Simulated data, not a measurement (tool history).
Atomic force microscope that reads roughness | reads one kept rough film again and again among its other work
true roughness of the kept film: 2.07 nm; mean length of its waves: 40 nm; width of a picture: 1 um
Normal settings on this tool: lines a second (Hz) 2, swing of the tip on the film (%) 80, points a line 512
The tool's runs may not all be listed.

| run | hour | lines a second (Hz) | swing of the tip on the film (%) | points a line | roughness of the kept film (nm (root mean square)) |
|---|---|---|---|---|---|
| 1 | 0 | 2 | 80 | 512 | 1.834 |
| 2 | 21.7 | 2 | 61 | 512 | 1.867 |
| 3 | 36 | 2 | 61 | 512 | 1.856 |
|  | 45.3 | new tip fitted |
| 4 | 56.2 | 2 | 61 | 424 | 1.939 |
| 5 | 67.8 | 2 | 61 | 424 | 1.932 |
| 6 | 77.7 | 2 | 61 | 424 | 1.9 |
|  | 80.5 | height scale calibrated on a step standard |
| 7 | 89.3 | 2 | 61 | 424 | 1.875 |
| 8 | 104.3 | 2 | 80 | 512 | 1.77 |
| 9 | 114.1 | 2 | 80 | 512 | 1.757 |
|  | 115.9 | new tip fitted |
|  | 121.5 | height scale calibrated on a step standard, once more |
| 10 | 136.1 | 2 | 57 | 360 | 1.93 |
| 11 | 154.1 | 2 | 57 | 360 | 1.899 |
| 12 | 174.1 | 2 | 57 | 360 | 1.832 |
|  | 186.5 | new tip fitted |
| 13 | 190.2 | 2.8 | 80 | 512 | 1.83 |
| 14 | 205 | 2.8 | 80 | 512 | 1.794 |
| 15 | 219.2 | 2.8 | 86 | 512 | 1.724 |
| 16 | 233.3 | 2.8 | 78 | 314 | 1.754 |

Below are 3 alternative next runs, each starting from the tool's condition after run 16. Predict each:
| A | 246.6 | 0.5 | 66 | 785 | ? |
| B | 246.6 | 1.48 | 73 | 713 | ? |
| C | 246.6 | 1.52 | 78 | 739 | ? |

| run | roughness of the kept film (nm (root mean square)) |
|---|---|
| A | 1.874 |
| B | 1.809 |
| C | 1.798 |
Take away the tool's hidden state, keep each run's random variation, and the runs would have read:
| run | roughness of the kept film (nm (root mean square)) |
|---|---|
| A | 2.009 |
| B | 1.94 |
| C | 1.928 |
